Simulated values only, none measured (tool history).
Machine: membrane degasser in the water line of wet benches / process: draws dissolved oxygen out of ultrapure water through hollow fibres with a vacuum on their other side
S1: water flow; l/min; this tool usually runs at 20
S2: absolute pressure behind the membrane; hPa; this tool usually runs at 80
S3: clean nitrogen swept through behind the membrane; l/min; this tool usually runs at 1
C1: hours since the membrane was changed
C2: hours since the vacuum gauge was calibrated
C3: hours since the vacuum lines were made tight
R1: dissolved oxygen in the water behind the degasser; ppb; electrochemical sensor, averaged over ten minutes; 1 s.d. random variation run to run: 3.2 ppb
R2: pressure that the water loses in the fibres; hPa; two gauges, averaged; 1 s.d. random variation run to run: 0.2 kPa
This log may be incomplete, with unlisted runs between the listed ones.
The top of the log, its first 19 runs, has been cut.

{"run": 20, "hour": 3683.0, "S1": 24, "S2": 80, "S3": 1, "C1": 11036, "C2": 3001, "C3": 7136, "R1": 385.8, "R2": 548.1}
{"run": 21, "hour": 3794.9, "S1": 24, "S2": 80, "S3": 1, "C1": 11148, "C2": 3113, "C3": 7248, "R1": 387, "R2": 548.3}
{"hour": 3902.8, "done": "vacuum gauge calibrated"}
{"run": 22, "hour": 3939.1, "S1": 14, "S2": 80, "S3": 1, "C1": 11291, "C2": 36, "C3": 7392, "R1": 218.2, "R2": 318.7}
{"run": 23, "hour": 4210.7, "S1": 18, "S2": 117.1, "S3": 0.76, "C1": 11563, "C2": 308, "C3": 7663, "R1": 513.9, "R2": 409.8}
{"run": 24, "hour": 4483.1, "S1": 21, "S2": 75.8, "S3": 0.63, "C1": 11835, "C2": 580, "C3": 7935, "R1": 403.3, "R2": 477.6}
{"run": 25, "hour": 4648.2, "S1": 21, "S2": 75.8, "S3": 0.63, "C1": 12000, "C2": 745, "C3": 8101, "R1": 416.9, "R2": 475.5}
{"run": 26, "hour": 4899.6, "S1": 18, "S2": 78.9, "S3": 2.95, "C1": 12252, "C2": 997, "C3": 8352, "R1": 167.3, "R2": 405.8}
{"run": 27, "hour": 5136.3, "S1": 24, "S2": 136.9, "S3": 1.27, "C1": 12488, "C2": 1233, "C3": 8589, "R1": 563.5, "R2": 545.8}
{"run": 28, "hour": 5303.7, "S1": 15, "S2": 61.6, "S3": 1.27, "C1": 12656, "C2": 1401, "C3": 8756, "R1": 156.1, "R2": 342.2}
{"run": 29, "hour": 5491.1, "S1": 15, "S2": 84.1, "S3": 2.33, "C1": 12843, "C2": 1588, "C3": 8944, "R1": 157.2, "R2": 340.3}
{"run": 30, "hour": 5744.7, "S1": 15, "S2": 84.1, "S3": 2.33, "C1": 13097, "C2": 1842, "C3": 9197, "R1": 156.6, "R2": 338}
{"run": 31, "hour": 5876.7, "S1": 15, "S2": 84.1, "S3": 2.33, "C1": 13229, "C2": 1974, "C3": 9329, "R1": 156.3, "R2": 339.9}
{"run": 32, "hour": 6042.0, "S1": 15, "S2": 84.1, "S3": 2.33, "C1": 13394, "C2": 2139, "C3": 9494, "R1": 156.3, "R2": 338.5}

4 ways to go on from here, each from the tool as it stands after run 32. What would each give?
{"hour": 6126.0, "done": "gauge calibrated"}
{"run": "A", "hour": 6258.6, "S1": 15, "S2": 84.1, "S3": 2.48, "C1": 13611, "C2": 2356, "C3": 9711, "R1": "?", "R2": "?"}
{"hour": 6126.0, "done": "gauge calibrated"}
{"run": "B", "hour": 6258.6, "S1": 27, "S2": 84.1, "S3": 2.33, "C1": 13611, "C2": 2356, "C3": 9711, "R1": "?", "R2": "?"}
{"hour": 6126.0, "done": "gauge calibrated"}
{"run": "C", "hour": 6258.6, "S1": 20, "S2": 77.1, "S3": 0.49, "C1": 13611, "C2": 2356, "C3": 9711, "R1": "?", "R2": "?"}
{"hour": 6126.0, "done": "gauge calibrated"}
{"run": "D", "hour": 6258.6, "S1": 17, "S2": 198.7, "S3": 2.43, "C1": 13611, "C2": 2356, "C3": 9711, "R1": "?", "R2": "?"}

run=A R1=152.4 R2=347.3
run=B R1=308.5 R2=630.2
run=C R1=464.8 R2=465
run=D R1=356 R2=391.2
Without the tool's hidden state the same runs would have given:
run=A R1=151.4 R2=346.7
run=B R1=306.8 R2=629.1
run=C R1=463.4 R2=464.2
run=D R1=354.7 R2=390.5
